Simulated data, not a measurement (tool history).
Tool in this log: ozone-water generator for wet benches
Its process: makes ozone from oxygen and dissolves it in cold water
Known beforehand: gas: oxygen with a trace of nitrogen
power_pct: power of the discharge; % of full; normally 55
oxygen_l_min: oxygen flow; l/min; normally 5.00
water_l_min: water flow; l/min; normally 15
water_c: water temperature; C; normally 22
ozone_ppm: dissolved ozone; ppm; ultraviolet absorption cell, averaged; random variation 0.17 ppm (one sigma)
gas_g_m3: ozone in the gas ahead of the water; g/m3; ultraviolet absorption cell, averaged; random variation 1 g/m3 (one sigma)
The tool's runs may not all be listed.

run,day,power_pct,oxygen_l_min,water_l_min,water_c,ozone_ppm,gas_g_m3
1,0.000,55,5.00,15,22,21.9,176.7
2,1.546,55,5.00,15,22,22.1,174.9
3,3.154,55,5.00,15,22,21.9,175.9
4,4.488,55,5.00,15,22,22.1,178.3
5,5.546,55,5.00,15,22,22.3,174.6
6,6.575,55,5.00,15,22,22.1,175.3
7,8.146,55,5.00,15,22,22.0,177.2
8,9.488,55,5.00,15,22,22.1,175.8
9,10.433,55,5.00,15,22,22.1,176.1
10,11.942,55,5.00,15,22,21.8,175.5
11,13.842,55,5.00,15,22,21.8,175.5
12,14.846,55,5.00,15,22,22.2,175.4
13,15.642,55,5.00,15,22,22.1,174.9
14,17.079,55,5.00,15,22,22.0,176.3
15,18.546,55,5.00,15,22,21.8,174.8
16,19.762,55,5.00,15,22,21.9,176.4
17,21.142,55,5.00,15,22,22.0,175.1
18,22.612,55,3.19,15,20,23.6,230.0
19,23.725,53,3.19,21,20,17.6,226.0
20,25.121,91,5.00,15,22,33.6,265.7
21,25.946,55,5.84,15,22,21.0,156.6
22,27.183,55,5.00,15,22,21.8,173.2
23,28.179,55,5.00,15,22,21.9,175.1
24,29.042,55,8.93,10,17,25.6,120.0
25,30.904,55,5.00,14,28,20.5,174.8
26,32.679,74,5.00,15,28,25.1,222.2
27,34.221,62,5.58,15,28,21.3,180.1
28,35.067,62,5.58,18,22,21.0,179.1
29,36.738,62,5.58,18,19,22.4,180.5
30,37.708,44,6.55,22,29,11.9,122.6
31,39.304,53,5.00,15,22,21.4,168.3
32,40.738,57,5.00,20,22,18.6,178.7

Predict each of these 4 candidate next runs independently; none follows another, all start after run 32:
A,42.108,43,4.99,20,23,?,?
B,42.108,94,5.00,12,25,?,?
C,42.108,55,6.42,14,30,?,?
D,42.108,46,5.69,15,22,?,?

run,ozone_ppm,gas_g_m3
A,14.6,141.7
B,36.5,271.0
C,18.1,148.7
D,18.0,137.9
With the hidden condition removed and each run's random variation left untouched, the same runs would have given:
run,ozone_ppm,gas_g_m3
A,15.3,144.9
B,39.1,284.0
C,19.1,153.2
D,18.9,141.3
